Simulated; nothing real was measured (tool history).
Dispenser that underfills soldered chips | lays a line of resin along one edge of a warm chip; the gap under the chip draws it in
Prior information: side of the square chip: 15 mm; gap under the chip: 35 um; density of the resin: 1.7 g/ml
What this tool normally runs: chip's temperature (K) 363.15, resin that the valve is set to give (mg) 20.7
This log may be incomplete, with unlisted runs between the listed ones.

run,day,chip's temperature (K),resin that the valve is set to give (mg),time until the resin shows at the far edge (s),resin that the valve gave (mg)
1,0,363.15,20.7,247.7,19.94
# day 0.388: new syringe of resin
2,0.546,363.15,22.3,252.5,21.39
# day 0.938: new syringe of resin
3,1.021,366.15,20.7,210.1,19.66
4,1.383,366.15,20.7,284.8,19.73
# day 1.454: new syringe of resin
5,1.767,366.15,20.7,259.2,19.61
# day 1.971: new syringe of resin
6,2.454,366.15,20.7,295.2,19.59
# day 2.529: new syringe of resin
# day 2.571: dispensing valve cleaned and set on the balance
7,2.829,366.15,20.7,242.9,20.75
# day 3.112: new syringe of resin
8,3.158,363.15,20.7,226.4,20.69
9,3.575,363.15,20.7,316,20.59
# day 3.633: new syringe of resin
10,4.012,363.15,20.7,295.5,20.52
# day 4.196: new syringe of resin
11,4.679,363.15,20.7,318.5,20.42
# day 4.721: new syringe of resin
12,5,363.15,20.7,269.3,20.33
# day 5.25: new syringe of resin
13,5.396,363.15,20.7,243.7,20.33
# day 5.796: new syringe of resin
14,5.838,363.15,20.7,226.7,20.22
15,6.275,363.15,20.7,320.5,20.18
# day 6.346: new syringe of resin
# day 6.896: new syringe of resin
16,7.021,363.15,20.7,240.7,20.02
# day 7.446: new syringe of resin
17,7.625,363.15,18.4,262.1,17.76
18,7.917,371.15,18.4,249.8,17.68
# day 7.992: new syringe of resin
# day 8.521: new syringe of resin
19,8.65,376.15,21.7,156.9,20.73
# day 9.054: new syringe of resin
20,9.125,356.15,20.7,295.4,19.75
# day 9.617: new syringe of resin
21,9.617,356.15,20.7,274.9,19.68
# day 10.017: dispensing valve cleaned and set on the balance
# day 10.183: new syringe of resin
22,10.35,363.15,18.4,245.8,18.48
# day 10.733: new syringe of resin
23,11.071,350.15,18.1,461.2,18.08
# day 11.275: new syringe of resin
24,11.446,367.15,23.9,209.7,23.73
# day 11.817: new syringe of resin
25,11.862,363.15,20.7,224.8,20.48
# day 12.379: new syringe of resin
26,12.388,363.15,20.7,213.3,20.33
# day 12.938: new syringe of resin
27,12.983,359.15,21.9,256.6,21.5
# day 13.496: new syringe of resin
28,13.525,365.15,24.4,193.5,23.77
29,13.812,363.15,22.6,266.6,22.01
# day 14.05: new syringe of resin
30,14.525,364.15,21.5,289.4,20.83
# day 14.608: new syringe of resin
31,15.042,371.15,20.2,235.8,19.61
# day 15.154: new syringe of resin
32,15.533,372.15,20.5,214.1,19.73
# day 15.671: new syringe of resin
33,16.088,351.15,26,441.3,24.87
# day 16.229: new syringe of resin
34,16.533,349.15,19,463.1,18.18

Forecast each of these 4 alternatives for the next run:
# day 16.75: new syringe of resin
A,17.179,350.15,20,?,?
# day 16.75: new syringe of resin
B,17.179,355.15,18.2,?,?
# day 16.75: new syringe of resin
C,17.179,349.15,19.8,?,?
# day 16.75: new syringe of resin
D,17.179,359.15,20.8,?,?

run,time until the resin shows at the far edge (s),resin that the valve gave (mg)
A,483.2,18.94
B,413.7,17.31
C,507.4,18.84
D,344.4,19.95
The same runs, with their run-to-run variation unchanged, on a tool lacking any hidden condition would have given:
run,time until the resin shows at the far edge (s),resin that the valve gave (mg)
A,375.1,19.91
B,318.6,18.19
C,393.8,19.8
D,266.1,20.96
